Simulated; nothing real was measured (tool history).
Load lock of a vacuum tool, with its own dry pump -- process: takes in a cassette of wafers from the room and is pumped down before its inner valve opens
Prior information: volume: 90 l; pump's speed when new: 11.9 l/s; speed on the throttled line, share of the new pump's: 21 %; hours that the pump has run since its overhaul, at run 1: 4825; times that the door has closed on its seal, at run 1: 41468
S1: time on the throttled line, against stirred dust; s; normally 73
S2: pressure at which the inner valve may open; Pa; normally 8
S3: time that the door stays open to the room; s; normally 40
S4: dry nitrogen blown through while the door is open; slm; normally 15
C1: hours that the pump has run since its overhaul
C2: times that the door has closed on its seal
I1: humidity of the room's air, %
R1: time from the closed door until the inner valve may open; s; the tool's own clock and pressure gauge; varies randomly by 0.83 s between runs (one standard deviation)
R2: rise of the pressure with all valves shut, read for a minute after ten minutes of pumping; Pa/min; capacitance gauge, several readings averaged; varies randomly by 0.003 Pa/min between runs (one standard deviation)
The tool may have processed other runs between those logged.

{"run": 1, "day": 0.0, "S1": 73, "S2": 8, "S3": 40, "S4": 15, "C1": 4825, "C2": 41468, "I1": 45.1, "R1": 134.2, "R2": 0.153}
{"run": 2, "day": 16.375, "S1": 73, "S2": 8, "S3": 40, "S4": 15, "C1": 5218, "C2": 42279, "I1": 45.1, "R1": 133.4, "R2": 0.153}
{"run": 3, "day": 30.192, "S1": 37, "S2": 8, "S3": 40, "S4": 15, "C1": 5550, "C2": 42963, "I1": 45, "R1": 106.3, "R2": 0.164}
{"run": 4, "day": 53.108, "S1": 37, "S2": 8, "S3": 40, "S4": 10, "C1": 6100, "C2": 44098, "I1": 43.5, "R1": 107, "R2": 0.165}
{"run": 5, "day": 75.417, "S1": 73, "S2": 8, "S3": 40, "S4": 15, "C1": 6635, "C2": 45203, "I1": 45.6, "R1": 135.2, "R2": 0.175}
{"run": 6, "day": 86.425, "S1": 73, "S2": 8, "S3": 40, "S4": 15, "C1": 6899, "C2": 45748, "I1": 45.7, "R1": 136.2, "R2": 0.174}
{"run": 7, "day": 102.45, "S1": 120, "S2": 8, "S3": 40, "S4": 15, "C1": 7284, "C2": 46542, "I1": 43.7, "R1": 170.8, "R2": 0.178}
{"run": 8, "day": 124.85, "S1": 73, "S2": 8, "S3": 40, "S4": 9, "C1": 7821, "C2": 47652, "I1": 42.3, "R1": 136.1, "R2": 0.193}
{"run": 9, "day": 139.733, "S1": 73, "S2": 8, "S3": 40, "S4": 17, "C1": 8179, "C2": 48389, "I1": 43, "R1": 137.2, "R2": 0.192}
{"run": 10, "day": 152.696, "S1": 73, "S2": 8, "S3": 40, "S4": 17, "C1": 8490, "C2": 49031, "I1": 47.4, "R1": 138, "R2": 0.193}

Forecast run 11:
{"run": 11, "day": 168.862, "S1": 72, "S2": 10, "S3": 44, "S4": 17, "C1": 8878, "C2": 49832, "I1": 42.1, "R1": "?", "R2": "?"}

{"run 11": {"R1": 135, "R2": 0.202}}
With no hidden state in the tool, this same run would have given R1 127.7 s, R2 0.016 Pa/min.
